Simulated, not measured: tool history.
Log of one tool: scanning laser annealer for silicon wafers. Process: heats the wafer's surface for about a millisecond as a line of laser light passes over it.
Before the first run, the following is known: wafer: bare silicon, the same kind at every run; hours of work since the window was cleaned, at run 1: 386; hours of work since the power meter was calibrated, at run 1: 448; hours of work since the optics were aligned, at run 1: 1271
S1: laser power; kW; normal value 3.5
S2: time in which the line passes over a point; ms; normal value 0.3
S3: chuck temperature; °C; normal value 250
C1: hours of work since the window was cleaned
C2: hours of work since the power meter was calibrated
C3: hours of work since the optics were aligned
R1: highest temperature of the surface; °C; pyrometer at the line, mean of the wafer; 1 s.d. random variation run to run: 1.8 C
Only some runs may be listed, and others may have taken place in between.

Run 1, hour 0: usual settings; C1 386; C2 448; C3 1271. Result: R1 1010 °C.
Run 2, hour 36.3: usual settings; C1 402; C2 464; C3 1288. Result: R1 1009 °C.
Run 3, hour 78.2: usual settings; C1 421; C2 483; C3 1307. Result: R1 1010 °C.
Run 4, hour 118.7: usual settings; C1 439; C2 501; C3 1325. Result: R1 1009 °C.
Run 5, hour 150.6: usual settings; C1 454; C2 515; C3 1339. Result: R1 1012 °C.
Run 6, hour 173.4: usual settings but S1 3.44 kW; C1 464; C2 526; C3 1350. Result: R1 992 °C.
Run 7, hour 214.6: usual settings but S1 3.44 kW; C1 482; C2 544; C3 1368. Result: R1 992 °C.
Run 8, hour 255.2: usual settings but S1 3.44 kW; C1 501; C2 563; C3 1387. Result: R1 991 °C.
Run 9, hour 290: usual settings but S1 3.44 kW; C1 517; C2 578; C3 1402. Result: R1 993 °C.
Run 10, hour 322.2: usual settings; C1 531; C2 593; C3 1417. Result: R1 1006 °C.
Run 11, hour 347.8: usual settings; C1 543; C2 604; C3 1428. Result: R1 1003 °C.
Run 12, hour 375.9: usual settings; C1 555; C2 617; C3 1441. Result: R1 1003 °C.
Run 13, hour 397.8: usual settings but S3 217 °C; C1 565; C2 627; C3 1451. Result: R1 974 °C.
Run 14, hour 427.6: usual settings but S3 217 °C; C1 579; C2 640; C3 1464. Result: R1 970 °C.
Run 15, hour 452.6: usual settings but S1 3.075 kW, S2 0.226 ms, S3 237 °C; C1 590; C2 652; C3 1476. Result: R1 785 °C.
Run 16, hour 499.3: usual settings but S1 3.704 kW, S2 0.339 ms, S3 225 °C; C1 611; C2 673; C3 1497. Result: R1 1088 °C.
Run 17, hour 533.9: usual settings but S1 3.055 kW, S2 0.243 ms; C1 627; C2 688; C3 1512. Result: R1 821 °C.
Run 18, hour 560.3: usual settings but S2 0.324 ms, S3 255 °C; C1 638; C2 700; C3 1524. Result: R1 1038 °C.
Run 19, hour 608.4: usual settings but S1 3.741 kW, S2 0.317 ms, S3 252 °C; C1 660; C2 722; C3 1546. Result: R1 1090 °C.
Run 20, hour 648.4: usual settings but S1 3.801 kW, S2 0.375 ms, S3 270 °C; C1 678; C2 740; C3 1564. Result: R1 1211 °C.
Run 21, hour 694.5: usual settings but S1 3.722 kW, S2 0.304 ms, S3 267 °C; C1 699; C2 761; C3 1585. Result: R1 1078 °C.
Run 22, hour 715.8: usual settings but S1 3.722 kW, S2 0.304 ms, S3 267 °C; C1 709; C2 770; C3 1594. Result: R1 1077 °C.
Run 23, hour 738.2: usual settings but S1 3.722 kW, S2 0.304 ms, S3 267 °C; C1 719; C2 781; C3 1604. Result: R1 1074 °C.
Run 24, hour 777.7: usual settings but S1 3.645 kW, S2 0.302 ms, S3 260 °C; C1 737; C2 798; C3 1622. Result: R1 1050 °C.
Run 25, hour 811.9: usual settings but S1 3.269 kW, S2 0.281 ms, S3 277 °C; C1 752; C2 814; C3 1638. Result: R1 942 °C.

Each run again, without the hidden state but with its own random variation kept:
Hidden conditions of the tool in this case: light that passes the window, % of a clean one's; laser's true power over the reading, %; width of the line over the set one, %; drift of the gauge itself on peak_c, C.
run    R1
  1  1032
  2  1032
  3  1034
  4  1033
  5  1037
  6  1017
  7  1018
  8  1017
  9  1019
 10  1033
 11  1031
 12  1031
 13  1003
 14   999
 15   807
 16  1123
 17   845
 18  1072
 19  1127
 20  1253
 21  1115
 22  1114
 23  1112
 24  1087
 25   974
